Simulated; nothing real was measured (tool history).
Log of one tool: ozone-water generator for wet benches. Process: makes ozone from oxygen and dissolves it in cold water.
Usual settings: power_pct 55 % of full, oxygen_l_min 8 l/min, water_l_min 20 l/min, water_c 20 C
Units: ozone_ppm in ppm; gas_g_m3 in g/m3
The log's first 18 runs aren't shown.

run	hour	power_pct	oxygen_l_min	water_l_min	water_c	hours of work since the electrodes were changed	hours of work since the contactor was cleaned	hours of work since the thermometer was calibrated	ozone_ppm	gas_g_m3
19	2735.8	53	5.5	25	23	2367	328	4330	18.1	226.9
# hour 2823.8: water thermometer calibrated
20	2891.9	55	4.44	17	13	2484	444	51	29.4	262.4
21	3017.8	55	4.44	17	13	2579	539	146	29.1	260.9
22	3106	51	4.44	16	13	2645	605	212	29.2	248.4
23	3233.8	55	4.34	21	20	2741	701	308	22.3	264.4
24	3431.6	44	4.01	17	24	2889	849	456	21.4	235.9
25	3621.5	69	9.92	13	20	3032	992	599	32.7	195.8
26	3829.7	55	8.01	20	17	3188	1148	755	23.5	185.6

Forecast run 27:
27	4003.6	55	8.01	20	17	3318	1279	885	?	?

ozone_ppm: 23.6 ppm
gas_g_m3: 186.6 g/m3
Without the tool's hidden state the same run would have given ozone_ppm 23.6 ppm, gas_g_m3 191.8 g/m3.

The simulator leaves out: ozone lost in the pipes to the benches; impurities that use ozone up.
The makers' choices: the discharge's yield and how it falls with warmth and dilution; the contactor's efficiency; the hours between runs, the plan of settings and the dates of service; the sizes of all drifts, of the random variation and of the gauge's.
